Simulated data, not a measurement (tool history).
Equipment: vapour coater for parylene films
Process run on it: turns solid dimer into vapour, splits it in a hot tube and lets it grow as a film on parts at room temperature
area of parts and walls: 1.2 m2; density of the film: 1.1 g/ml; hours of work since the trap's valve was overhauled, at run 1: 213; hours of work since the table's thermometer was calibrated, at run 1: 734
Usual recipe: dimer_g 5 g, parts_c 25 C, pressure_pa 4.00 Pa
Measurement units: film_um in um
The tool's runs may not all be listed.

run    hour  dimer_g  parts_c  pressure_pa  hours of work since the trap's valve was overhauled  hours of work since the table's thermometer was calibrated  film_um
  1     0.0        5       25         4.00                                                  213                                                         734    1.995
  2    30.4        5       25         4.00                                                  238                                                         759    2.010
  3    64.4        5       25         4.00                                                  266                                                         787    2.006
  4    85.0        5       25         4.00                                                  283                                                         804    2.023
  5   104.5        4       25         4.00                                                  299                                                         820    1.632
  6   133.0        3       25         4.00                                                  323                                                         844    1.206
  7   150.0        5       20         4.00                                                  337                                                         858    2.388
  8   188.1        5       20         4.00                                                  368                                                         889    2.391
  9   227.1        5       20         4.00                                                  401                                                         921    2.381
 10   258.1        5       20         4.00                                                  426                                                         947    2.393
 11   292.0        5       20         3.22                                                  454                                                         975    2.455
 12   309.9        5       20         3.37                                                  469                                                         990    2.462
 13   344.8        5       25        11.40                                                  498                                                        1019    1.761
 14   370.3        5       25        11.40                                                  519                                                        1040    1.753
 15   408.0        5       25        11.40                                                  550                                                        1071    1.753
 16   445.4        5       17         4.00                                                  581                                                        1102    2.660
 17   486.3        5       17         4.00                                                  615                                                        1136    2.676
 18   527.0        5       17         4.00                                                  649                                                        1169    2.658
 19   562.8        5       19         4.00                                                  678                                                        1199    2.493
      581.5  -- trap's valve overhauled
 20   593.0        5       19         4.00                                                    9                                                        1221    2.514
 21   619.6        4       25         4.00                                                   32                                                        1243    1.632
 22   642.8        4       25         4.00                                                   51                                                        1262    1.630
 23   668.6        4       25         4.00                                                   72                                                        1283    1.640
 24   699.3        5       25         4.00                                                   97                                                        1309    2.041
 25   734.9        2       25         4.31                                                  127                                                        1338    0.800
 26   774.7        8       30         4.78                                                  160                                                        1371    2.695
 27   806.4        2       36         6.28                                                  186                                                        1397    0.529
 28   846.6        5       17         2.93                                                  219                                                        1430    2.803
 29   863.6        5       17         2.93                                                  233                                                        1444    2.821
 30   890.8        5       17         2.93                                                  256                                                        1467    2.824
 31   916.4        5       17         2.93                                                  277                                                        1488    2.798
 32   956.0        2       21         4.68                                                  310                                                        1521    0.918
 33   974.4        6       23         4.00                                                  325                                                        1536    2.635
 34  1007.7        3       36         9.49                                                  352                                                        1564    0.748
 35  1030.6        3       36         9.49                                                  371                                                        1582    0.762
     1047.5  -- table's thermometer calibrated
 36  1053.3        3       36         9.49                                                  389                                                           5    0.750
 37  1072.0        3       29         2.73                                                  405                                                          20    1.127
 38  1101.6        3       20         2.73                                                  429                                                          45    1.529
 39  1119.7        3       20         2.73                                                  444                                                          60    1.547
 40  1148.2        4       29         2.73                                                  468                                                          83    1.522
     1169.8  -- gauge calibrated
 41  1188.3        5       34         8.12                                                  501                                                         116    1.338
 42  1224.3        5       17         8.12                                                  531                                                         146    2.385

The next listed run, before its measurement:
 43  1251.2        4       21         6.23                                                  553                                                         168        ?

Run 43 produced film_um 1.744 um.
Had the tool carried no hidden state, the very same run would have given film_um 1.745 um.

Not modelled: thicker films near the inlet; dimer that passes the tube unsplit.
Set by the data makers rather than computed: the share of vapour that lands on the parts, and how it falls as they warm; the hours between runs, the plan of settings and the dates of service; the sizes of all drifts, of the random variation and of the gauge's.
